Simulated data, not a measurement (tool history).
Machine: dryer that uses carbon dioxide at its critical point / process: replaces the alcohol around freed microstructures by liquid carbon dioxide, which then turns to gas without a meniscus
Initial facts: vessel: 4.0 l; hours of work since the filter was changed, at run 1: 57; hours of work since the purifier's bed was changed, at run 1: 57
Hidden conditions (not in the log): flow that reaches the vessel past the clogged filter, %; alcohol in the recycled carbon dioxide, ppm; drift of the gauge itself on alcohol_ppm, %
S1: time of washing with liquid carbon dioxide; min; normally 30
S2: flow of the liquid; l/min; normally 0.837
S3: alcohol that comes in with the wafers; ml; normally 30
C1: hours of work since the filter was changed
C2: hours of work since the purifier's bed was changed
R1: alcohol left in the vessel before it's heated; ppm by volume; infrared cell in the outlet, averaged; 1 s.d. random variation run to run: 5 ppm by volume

{"run": 1, "hour": 0.0, "S1": 30, "S2": 0.837, "S3": 30, "C1": 57, "C2": 57, "R1": 55}
{"run": 2, "hour": 15.7, "S1": 32, "S2": 0.837, "S3": 30, "C1": 62, "C2": 62, "R1": 40}
{"run": 3, "hour": 23.8, "S1": 30, "S2": 0.837, "S3": 47, "C1": 65, "C2": 65, "R1": 84}
{"run": 4, "hour": 43.5, "S1": 30, "S2": 0.837, "S3": 47, "C1": 71, "C2": 71, "R1": 81}
{"run": 5, "hour": 54.2, "S1": 30, "S2": 0.837, "S3": 47, "C1": 75, "C2": 75, "R1": 73}
{"run": 6, "hour": 67.0, "S1": 30, "S2": 0.837, "S3": 47, "C1": 79, "C2": 79, "R1": 79}
{"run": 7, "hour": 81.2, "S1": 30, "S2": 0.539, "S3": 30, "C1": 84, "C2": 84, "R1": 294}
{"run": 8, "hour": 93.2, "S1": 30, "S2": 0.539, "S3": 30, "C1": 88, "C2": 88, "R1": 295}
{"run": 9, "hour": 104.5, "S1": 30, "S2": 0.539, "S3": 30, "C1": 91, "C2": 91, "R1": 308}
{"run": 10, "hour": 118.3, "S1": 37, "S2": 0.714, "S3": 97, "C1": 96, "C2": 96, "R1": 126}
{"run": 11, "hour": 126.3, "S1": 37, "S2": 0.714, "S3": 97, "C1": 98, "C2": 98, "R1": 142}
{"run": 12, "hour": 139.7, "S1": 18, "S2": 0.837, "S3": 30, "C1": 103, "C2": 103, "R1": 384}
{"run": 13, "hour": 154.1, "S1": 18, "S2": 1.274, "S3": 105, "C1": 108, "C2": 108, "R1": 290}
{"run": 14, "hour": 168.0, "S1": 21, "S2": 1.274, "S3": 105, "C1": 112, "C2": 112, "R1": 138}
{"run": 15, "hour": 183.3, "S1": 46, "S2": 1.053, "S3": 78, "C1": 117, "C2": 117, "R1": 11}
{"run": 16, "hour": 201.0, "S1": 46, "S2": 1.053, "S3": 78, "C1": 123, "C2": 123, "R1": 12}
{"run": 17, "hour": 218.1, "S1": 30, "S2": 0.788, "S3": 53, "C1": 129, "C2": 129, "R1": 139}
{"run": 18, "hour": 235.8, "S1": 36, "S2": 1.207, "S3": 30, "C1": 134, "C2": 134, "R1": 11}

Branching from run 18: 4 alternative next runs. What would each branch give?
{"run": "A", "hour": 253.4, "S1": 36, "S2": 1.207, "S3": 28, "C1": 140, "C2": 140, "R1": "?"}
{"run": "B", "hour": 253.4, "S1": 28, "S2": 0.876, "S3": 30, "C1": 140, "C2": 140, "R1": "?"}
{"run": "C", "hour": 253.4, "S1": 36, "S2": 1.018, "S3": 76, "C1": 140, "C2": 140, "R1": "?"}
{"run": "D", "hour": 253.4, "S1": 25, "S2": 1.299, "S3": 30, "C1": 140, "C2": 140, "R1": "?"}

run=A R1=0
run=B R1=78
run=C R1=26
run=D R1=29
With no hidden state in the tool, these same runs would have given:
run=A R1=0
run=B R1=53
run=C R1=14
run=D R1=18
